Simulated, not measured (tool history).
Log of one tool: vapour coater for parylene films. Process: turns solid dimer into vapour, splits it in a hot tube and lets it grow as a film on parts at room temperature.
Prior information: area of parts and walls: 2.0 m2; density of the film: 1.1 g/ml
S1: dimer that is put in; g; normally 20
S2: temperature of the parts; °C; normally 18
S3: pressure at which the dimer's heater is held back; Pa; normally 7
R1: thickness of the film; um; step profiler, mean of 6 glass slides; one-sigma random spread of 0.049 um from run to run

run	hour	S1	S2	S3	R1
1	0	20	18	7	5.76
2	42.7	20	18	7	5.74
3	99.8	20	18	7	5.81
4	163.9	20	18	7	5.66
5	222.6	20	18	7	5.65
6	269.8	20	18	7	5.62
7	311.5	20	18	10.66	5.17
8	338.6	20	18	10.66	5.13
# hour 346.2: trap's valve overhauled
9	395.5	20	30	7	3.88
10	461.5	20	30	7	3.97
11	492.5	25	10	11.89	7.59
# hour 534.3: trap's valve overhauled, once more
12	553.4	25	10	11.89	8.4
13	599.3	25	16	5.06	8.47
14	635.5	20	26	3.5	5.59
# hour 645.9: table's thermometer calibrated
15	690.2	15	27	3.46	3.93
16	735	20	18	6.1	6.1
17	789.5	20	18	6.1	5.99
18	825.8	20	18	6.1	6.05
19	861.9	20	18	6.1	5.99
20	890.6	20	11	7.32	6.95

Here are 3 independent what-if runs from the current tool condition. What would each one return?
A	931.8	31	11	7.32	?
B	931.8	26	11	7.53	?
C	931.8	10	18	2.02	?

run	R1
A	10.71
B	8.98
C	3.69
With no hidden state in the tool, these same runs would have given:
run	R1
A	11.17
B	9.37
C	3.85
